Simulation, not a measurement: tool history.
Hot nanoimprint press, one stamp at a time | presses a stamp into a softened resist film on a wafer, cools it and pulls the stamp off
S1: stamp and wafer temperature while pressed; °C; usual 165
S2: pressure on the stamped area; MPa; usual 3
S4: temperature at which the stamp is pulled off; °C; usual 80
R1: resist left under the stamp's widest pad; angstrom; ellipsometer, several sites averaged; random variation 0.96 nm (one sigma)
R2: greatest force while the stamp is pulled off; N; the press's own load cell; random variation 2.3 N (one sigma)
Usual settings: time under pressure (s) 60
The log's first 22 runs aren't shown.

{"run": 23, "day": 44.088, "S1": 165, "S2": 4.13, "time under pressure (s)": 36, "S4": 80, "R1": 2398, "R2": 98}
{"run": 24, "day": 46.171, "S1": 165, "S2": 3, "time under pressure (s)": 83, "S4": 77, "R1": 2072, "R2": 104}
{"run": 25, "day": 48.15, "S1": 161, "S2": 2.63, "time under pressure (s)": 83, "S4": 77, "R1": 2452, "R2": 108}
{"run": 26, "day": 50.462, "S1": 165, "S2": 3, "time under pressure (s)": 70, "S4": 86, "R1": 2180, "R2": 99}
{"run": 27, "day": 51.758, "S1": 155, "S2": 4.05, "time under pressure (s)": 60, "S4": 83, "R1": 2759, "R2": 99}
{"day": 53.467, "done": "stamp cleaned and given a new release coat"}
{"run": 28, "day": 54.279, "S1": 164, "S2": 3, "time under pressure (s)": 60, "S4": 83, "R1": 2347, "R2": 101}
{"run": 29, "day": 56.358, "S1": 164, "S2": 3, "time under pressure (s)": 60, "S4": 83, "R1": 2350, "R2": 99}
{"run": 30, "day": 58.067, "S1": 164, "S2": 3, "time under pressure (s)": 60, "S4": 83, "R1": 2347, "R2": 99}

4 ways to go on from here, each from the tool as it stands after run 30. What would each give?
{"run": "A", "day": 60.033, "S1": 176, "S2": 3, "time under pressure (s)": 60, "S4": 84, "R1": "?", "R2": "?"}
{"run": "B", "day": 60.033, "S1": 177, "S2": 3, "time under pressure (s)": 36, "S4": 80, "R1": "?", "R2": "?"}
{"run": "C", "day": 60.033, "S1": 165, "S2": 3, "time under pressure (s)": 111, "S4": 80, "R1": "?", "R2": "?"}
{"run": "D", "day": 60.033, "S1": 164, "S2": 3.71, "time under pressure (s)": 60, "S4": 83, "R1": "?", "R2": "?"}

run=A R1=1656 R2=94
run=B R1=1944 R2=105
run=C R1=1853 R2=106
run=D R1=2173 R2=98
Without the tool's hidden state the same runs would have given:
run=A R1=1687 R2=94
run=B R1=1981 R2=104
run=C R1=1888 R2=105
run=D R1=2214 R2=98
